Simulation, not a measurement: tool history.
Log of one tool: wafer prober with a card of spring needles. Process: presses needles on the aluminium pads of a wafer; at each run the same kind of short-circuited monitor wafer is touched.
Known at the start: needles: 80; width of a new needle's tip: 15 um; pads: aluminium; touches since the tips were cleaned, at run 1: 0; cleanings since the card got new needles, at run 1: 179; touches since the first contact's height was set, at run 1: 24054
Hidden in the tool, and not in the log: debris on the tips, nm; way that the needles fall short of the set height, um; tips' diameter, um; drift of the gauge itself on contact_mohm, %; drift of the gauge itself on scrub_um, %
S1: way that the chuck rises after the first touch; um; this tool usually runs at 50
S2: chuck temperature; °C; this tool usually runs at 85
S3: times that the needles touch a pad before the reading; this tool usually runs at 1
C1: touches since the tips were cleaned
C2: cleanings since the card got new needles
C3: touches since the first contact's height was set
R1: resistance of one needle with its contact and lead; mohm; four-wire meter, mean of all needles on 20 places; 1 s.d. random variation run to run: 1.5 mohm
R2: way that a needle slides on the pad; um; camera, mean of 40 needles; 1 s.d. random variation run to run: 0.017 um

run 1 hour=0 | S1=50 S2=85 S3=1 | C1=0 C2=179 C3=24054 | R1=134 R2=8.13
-- hour=14.7 tips cleaned on abrasive film
-- hour=26.5 tips cleaned on abrasive film
run 2 hour=36.3 | S1=50 S2=85 S3=1 | C1=4452 C2=181 C3=40439 | R1=132 R2=8.12
-- hour=39.3 tips cleaned on abrasive film
-- hour=54.1 tips cleaned on abrasive film
-- hour=68.8 tips cleaned on abrasive film
-- hour=80.6 tips cleaned on abrasive film
run 3 hour=88.6 | S1=50 S2=85 S3=1 | C1=3641 C2=185 C3=63978 | R1=133 R2=8.12
-- hour=94.6 tips cleaned on abrasive film
-- hour=106.4 tips cleaned on abrasive film
-- hour=118.2 tips cleaned on abrasive film
-- hour=130 tips cleaned on abrasive film
run 4 hour=139 | S1=50 S2=85 S3=1 | C1=4091 C2=189 C3=86641 | R1=133 R2=8.12
-- hour=142 tips cleaned on abrasive film
-- hour=153.8 tips cleaned on abrasive film
-- hour=165.6 tips cleaned on abrasive film
-- hour=177.4 tips cleaned on abrasive film
run 5 hour=183.2 | S1=50 S2=85 S3=1 | C1=2645 C2=193 C3=106527 | R1=131 R2=8.1
-- hour=192.1 tips cleaned on abrasive film
-- hour=203.9 tips cleaned on abrasive film
-- hour=215.7 tips cleaned on abrasive film
-- hour=227.5 tips cleaned on abrasive film
run 6 hour=234.4 | S1=50 S2=116 S3=1 | C1=3149 C2=197 C3=129573 | R1=136 R2=8.15
-- hour=240.4 tips cleaned on abrasive film
-- hour=252.2 tips cleaned on abrasive film
-- hour=264 tips cleaned on abrasive film
run 7 hour=274.7 | S1=50 S2=116 S3=1 | C1=4891 C2=200 C3=147730 | R1=138 R2=8.11
-- hour=277.8 tips cleaned on abrasive film
-- hour=289.6 tips cleaned on abrasive film
-- hour=304.3 tips cleaned on abrasive film
-- hour=314.9 height of the first contact set anew
run 8 hour=314.9 | S1=50 S2=116 S3=1 | C1=4665 C2=203 C3=0 | R1=139 R2=8.13
-- hour=317.9 tips cleaned on abrasive film
-- hour=329.7 tips cleaned on abrasive film
-- hour=341.5 tips cleaned on abrasive film
-- hour=353.3 tips cleaned on abrasive film
-- hour=365.1 tips cleaned on abrasive film
-- hour=376.9 tips cleaned on abrasive film
run 9 hour=385 | S1=50 S2=85 S3=1 | C1=3663 C2=209 C3=31518 | R1=132 R2=8.08
-- hour=390.9 tips cleaned on abrasive film
-- hour=402.7 tips cleaned on abrasive film
-- hour=414.5 tips cleaned on abrasive film
-- hour=426.3 tips cleaned on abrasive film
-- hour=438.1 tips cleaned on abrasive film
run 10 hour=443.3 | S1=50 S2=85 S3=2 | C1=2359 C2=214 C3=57754 | R1=133 R2=8.15
-- hour=452.2 tips cleaned on abrasive film
-- hour=464 tips cleaned on abrasive film
-- hour=475.8 tips cleaned on abrasive film
run 11 hour=476.5 | S1=50 S2=85 S3=2 | C1=359 C2=217 C3=72705 | R1=130 R2=8.11
-- hour=488.3 tips cleaned on abrasive film
-- hour=500.1 tips cleaned on abrasive film
-- hour=514.9 tips cleaned on abrasive film
run 12 hour=517.2 | S1=50 S2=85 S3=1 | C1=1068 C2=220 C3=91016 | R1=133 R2=8.09
-- hour=529 tips cleaned on abrasive film
-- hour=540.8 tips cleaned on abrasive film
-- hour=552.6 tips cleaned on abrasive film
run 13 hour=554 | S1=60 S2=85 S3=1 | C1=644 C2=223 C3=107578 | R1=127 R2=9.76
-- hour=565.8 tips cleaned on abrasive film
-- hour=577.6 tips cleaned on abrasive film
-- hour=589.4 tips cleaned on abrasive film
-- hour=601.2 tips cleaned on abrasive film
run 14 hour=609.7 | S1=58 S2=85 S3=1 | C1=3851 C2=227 C3=132654 | R1=130 R2=9.41
-- hour=615.7 tips cleaned on abrasive film
-- hour=627.5 tips cleaned on abrasive film
-- hour=639.2 tips cleaned on abrasive film
-- hour=651 tips cleaned on abrasive film
run 15 hour=651.1 | S1=58 S2=85 S3=1 | C1=4 C2=231 C3=151228 | R1=127 R2=9.43
-- hour=662.9 tips cleaned on abrasive film
-- hour=674.7 tips cleaned on abrasive film
-- hour=683.7 height of the first contact set anew
-- hour=686.8 tips cleaned on abrasive film
-- hour=698.6 tips cleaned on abrasive film
run 16 hour=700.8 | S1=48 S2=42 S3=1 | C1=1029 C2=235 C3=7662 | R1=127 R2=7.77
-- hour=712.6 tips cleaned on abrasive film
-- hour=724.4 tips cleaned on abrasive film
-- hour=736.2 tips cleaned on abrasive film
run 17 hour=746.3 | S1=48 S2=42 S3=1 | C1=4556 C2=238 C3=28137 | R1=126 R2=7.8
-- hour=749.3 tips cleaned on abrasive film
-- hour=764 tips cleaned on abrasive film
-- hour=775.8 tips cleaned on abrasive film
-- hour=787.6 tips cleaned on abrasive film
-- hour=800.3 tips cleaned on abrasive film
run 18 hour=800.3 | S1=31 S2=94 S3=1 | C1=0 C2=243 C3=52398 | R1=147 R2=5.03
-- hour=812.1 tips cleaned on abrasive film
-- hour=823.8 tips cleaned on abrasive film
-- hour=835.6 tips cleaned on abrasive film
-- hour=847.4 tips cleaned on abrasive film
run 19 hour=855.3 | S1=31 S2=94 S3=1 | C1=3546 C2=247 C3=77168 | R1=148 R2=5.01
-- hour=861.2 tips cleaned on abrasive film
-- hour=873 tips cleaned on abrasive film
-- hour=884.8 tips cleaned on abrasive film
run 20 hour=893.6 | S1=31 S2=94 S3=1 | C1=3990 C2=250 C3=94423 | R1=148 R2=5.03
-- hour=896.7 tips cleaned on abrasive film
-- hour=908.5 tips cleaned on abrasive film
-- hour=920.3 tips cleaned on abrasive film
-- hour=932.1 tips cleaned on abrasive film
-- hour=943.9 tips cleaned on abrasive film
-- hour=955.7 tips cleaned on abrasive film
-- hour=967.5 tips cleaned on abrasive film
run 21 hour=970.6 | S1=52 S2=29 S3=1 | C1=1382 C2=257 C3=129020 | R1=123 R2=8.43
-- hour=979.5 tips cleaned on abrasive film
-- hour=991.2 tips cleaned on abrasive film
-- hour=1006 tips cleaned on abrasive film
-- hour=1020.7 tips cleaned on abrasive film
-- hour=1032.5 tips cleaned on abrasive film
run 22 hour=1035 | S1=62 S2=112 S3=2 | C1=1149 C2=262 C3=158029 | R1=132 R2=10.04
-- hour=1046.8 tips cleaned on abrasive film
-- hour=1053 height of the first contact set anew
-- hour=1058.9 tips cleaned on abrasive film
-- hour=1070.7 tips cleaned on abrasive film
-- hour=1082.5 tips cleaned on abrasive film
run 23 hour=1082.7 | S1=48 S2=61 S3=2 | C1=104 C2=266 C3=13369 | R1=130 R2=7.78
-- hour=1094.5 tips cleaned on abrasive film
-- hour=1106.3 tips cleaned on abrasive film
-- hour=1118.1 tips cleaned on abrasive film
run 24 hour=1123.7 | S1=61 S2=36 S3=2 | C1=2507 C2=269 C3=31796 | R1=119 R2=9.93
-- hour=1132.5 tips cleaned on abrasive film
-- hour=1144.3 tips cleaned on abrasive film
-- hour=1156.1 tips cleaned on abrasive film
-- hour=1167.9 tips cleaned on abrasive film
-- hour=1180.8 tips cleaned on abrasive film
run 25 hour=1180.8 | S1=61 S2=36 S3=2 | C1=0 C2=274 C3=57484 | R1=122 R2=9.9

Branching from run 25: 4 alternative next runs. What would each branch give?
-- hour=1192.6 tips cleaned on abrasive film
-- hour=1204.4 tips cleaned on abrasive film
-- hour=1216.2 tips cleaned on abrasive film
run A hour=1224.1 | S1=31 S2=85 S3=1 | C1=3571 C2=277 C3=76973 | R1=? R2=?
-- hour=1192.6 tips cleaned on abrasive film
-- hour=1204.4 tips cleaned on abrasive film
-- hour=1216.2 tips cleaned on abrasive film
run B hour=1224.1 | S1=40 S2=36 S3=2 | C1=3571 C2=277 C3=76973 | R1=? R2=?
-- hour=1192.6 tips cleaned on abrasive film
-- hour=1204.4 tips cleaned on abrasive film
-- hour=1216.2 tips cleaned on abrasive film
run C hour=1224.1 | S1=41 S2=36 S3=2 | C1=3571 C2=277 C3=76973 | R1=? R2=?
-- hour=1192.6 tips cleaned on abrasive film
-- hour=1204.4 tips cleaned on abrasive film
-- hour=1216.2 tips cleaned on abrasive film
run D hour=1224.1 | S1=44 S2=35 S3=3 | C1=3571 C2=277 C3=76973 | R1=? R2=?

run=A R1=150 R2=5.03
run=B R1=131 R2=6.5
run=C R1=130 R2=6.69
run=D R1=129 R2=7.14
The same runs, with their run-to-run variation unchanged, on a tool lacking any hidden condition would have given:
run=A R1=149 R2=5.03
run=B R1=130 R2=6.5
run=C R1=130 R2=6.69
run=D R1=128 R2=7.14
